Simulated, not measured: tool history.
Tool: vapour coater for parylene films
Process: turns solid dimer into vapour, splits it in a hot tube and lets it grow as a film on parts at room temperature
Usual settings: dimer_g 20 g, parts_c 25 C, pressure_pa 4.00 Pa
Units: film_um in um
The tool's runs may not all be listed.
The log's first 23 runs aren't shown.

{"run": 24, "hour": 1231.6, "dimer_g": 20, "parts_c": 26, "pressure_pa": 4.0, "film_um": 11.03}
{"run": 25, "hour": 1279.3, "dimer_g": 14, "parts_c": 18, "pressure_pa": 4.81, "film_um": 10.72}
{"run": 26, "hour": 1316.1, "dimer_g": 27, "parts_c": 18, "pressure_pa": 4.81, "film_um": 20.2}
{"run": 27, "hour": 1353.3, "dimer_g": 27, "parts_c": 18, "pressure_pa": 4.81, "film_um": 19.95}
{"run": 28, "hour": 1428.0, "dimer_g": 26, "parts_c": 21, "pressure_pa": 2.52, "film_um": 18.31}
{"hour": 1476.4, "done": "trap's valve overhauled"}
{"run": 29, "hour": 1479.2, "dimer_g": 15, "parts_c": 26, "pressure_pa": 3.32, "film_um": 8.86}
{"run": 30, "hour": 1516.7, "dimer_g": 20, "parts_c": 25, "pressure_pa": 5.32, "film_um": 11.12}
{"run": 31, "hour": 1573.7, "dimer_g": 22, "parts_c": 18, "pressure_pa": 4.0, "film_um": 17.64}

Forecast run 32:
{"run": 32, "hour": 1627.7, "dimer_g": 11, "parts_c": 33, "pressure_pa": 10.95, "film_um": "?"}

Run 32 gave film_um 3.37 um.
Without the tool's hidden state the same run would have given film_um 3.65 um.
